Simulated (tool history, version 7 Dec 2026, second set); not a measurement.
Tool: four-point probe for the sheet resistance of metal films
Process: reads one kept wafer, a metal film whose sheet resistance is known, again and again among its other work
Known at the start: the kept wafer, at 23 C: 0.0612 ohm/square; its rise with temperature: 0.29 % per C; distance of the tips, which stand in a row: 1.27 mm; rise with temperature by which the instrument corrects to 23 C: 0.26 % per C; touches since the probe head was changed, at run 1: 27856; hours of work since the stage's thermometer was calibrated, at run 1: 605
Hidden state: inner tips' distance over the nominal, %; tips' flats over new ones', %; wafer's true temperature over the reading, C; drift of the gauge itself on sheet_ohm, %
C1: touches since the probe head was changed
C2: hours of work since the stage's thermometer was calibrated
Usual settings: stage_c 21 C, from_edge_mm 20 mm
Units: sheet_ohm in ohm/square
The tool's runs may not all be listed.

Run 1, day 0: usual settings; C1 27856; C2 605. Result: sheet_ohm 0.061288 ohm/square.
Run 2, day 3.125: usual settings but stage_c 34 C; C1 30816; C2 653. Result: sheet_ohm 0.061541 ohm/square.
Run 3, day 9.275: usual settings but stage_c 34 C; C1 36639; C2 746. Result: sheet_ohm 0.061525 ohm/square.
Run 4, day 13.95: usual settings but stage_c 34 C; C1 41064; C2 817. Result: sheet_ohm 0.061523 ohm/square.
Run 5, day 17.283: usual settings but stage_c 34 C; C1 44221; C2 867. Result: sheet_ohm 0.06152 ohm/square.
Run 6, day 21.642: usual settings but stage_c 34 C; C1 48347; C2 933. Result: sheet_ohm 0.061528 ohm/square.
Run 7, day 25.525: usual settings; C1 52024; C2 992. Result: sheet_ohm 0.061299 ohm/square.
Run 8, day 29.558: usual settings; C1 55845; C2 1053. Result: sheet_ohm 0.06129 ohm/square.
Run 9, day 32.862: usual settings but from_edge_mm 12 mm; C1 58972; C2 1103. Result: sheet_ohm 0.061549 ohm/square.
Run 10, day 37.862: usual settings but from_edge_mm 11 mm; C1 63706; C2 1178. Result: sheet_ohm 0.061597 ohm/square.
Run 11, day 41.467: usual settings; C1 67122; C2 1233. Result: sheet_ohm 0.061308 ohm/square.
Run 12, day 46.904: usual settings but stage_c 20 C, from_edge_mm 26 mm; C1 72270; C2 1315. Result: sheet_ohm 0.061236 ohm/square.
Run 13, day 52.521: usual settings but stage_c 18 C, from_edge_mm 13 mm; C1 77588; C2 1400. Result: sheet_ohm 0.061413 ohm/square.
Run 14, day 57.167: usual settings but stage_c 19 C, from_edge_mm 27 mm; C1 81985; C2 1471. Result: sheet_ohm 0.061194 ohm/square.
Run 15, day 59.975: usual settings; C1 84646; C2 1513. Result: sheet_ohm 0.061297 ohm/square.
Run 16, day 62.792: usual settings but stage_c 30 C, from_edge_mm 23 mm; C1 87312; C2 1556. Result: sheet_ohm 0.061401 ohm/square.
Run 17, day 68.412: usual settings but stage_c 33 C, from_edge_mm 4 mm; C1 92635; C2 1641. Result: sheet_ohm 0.064512 ohm/square.
At day 73.446: stage's thermometer calibrated.
Run 18, day 73.446: usual settings but stage_c 18 C, from_edge_mm 6 mm; C1 97380; C2 0. Result: sheet_ohm 0.062553 ohm/square.
Run 19, day 76.179: usual settings but stage_c 18 C, from_edge_mm 6 mm; C1 99970; C2 41. Result: sheet_ohm 0.062534 ohm/square.

Forecast each of these 5 alternatives for the next run:
Run A, day 79.762: usual settings but stage_c 18 C, from_edge_mm 64 mm; C1 103361; C2 96. Result: sheet_ohm ?.
Run B, day 79.762: usual settings but stage_c 24 C, from_edge_mm 24 mm; C1 103361; C2 96. Result: sheet_ohm ?.
Run C, day 79.762: usual settings but stage_c 25 C, from_edge_mm 64 mm; C1 103361; C2 96. Result: sheet_ohm ?.
Run D, day 79.762: usual settings but stage_c 19 C, from_edge_mm 19 mm; C1 103361; C2 96. Result: sheet_ohm ?.
Run E, day 79.762: usual settings but stage_c 25 C, from_edge_mm 40 mm; C1 103361; C2 96. Result: sheet_ohm ?.

run  sheet_ohm
  A   0.061119
  B   0.061317
  C   0.061235
  D   0.061281
  E   0.061258
Without the tool's hidden state the same runs would have given:
run  sheet_ohm
  A   0.061122
  B    0.06132
  C   0.061238
  D   0.061284
  E   0.061261
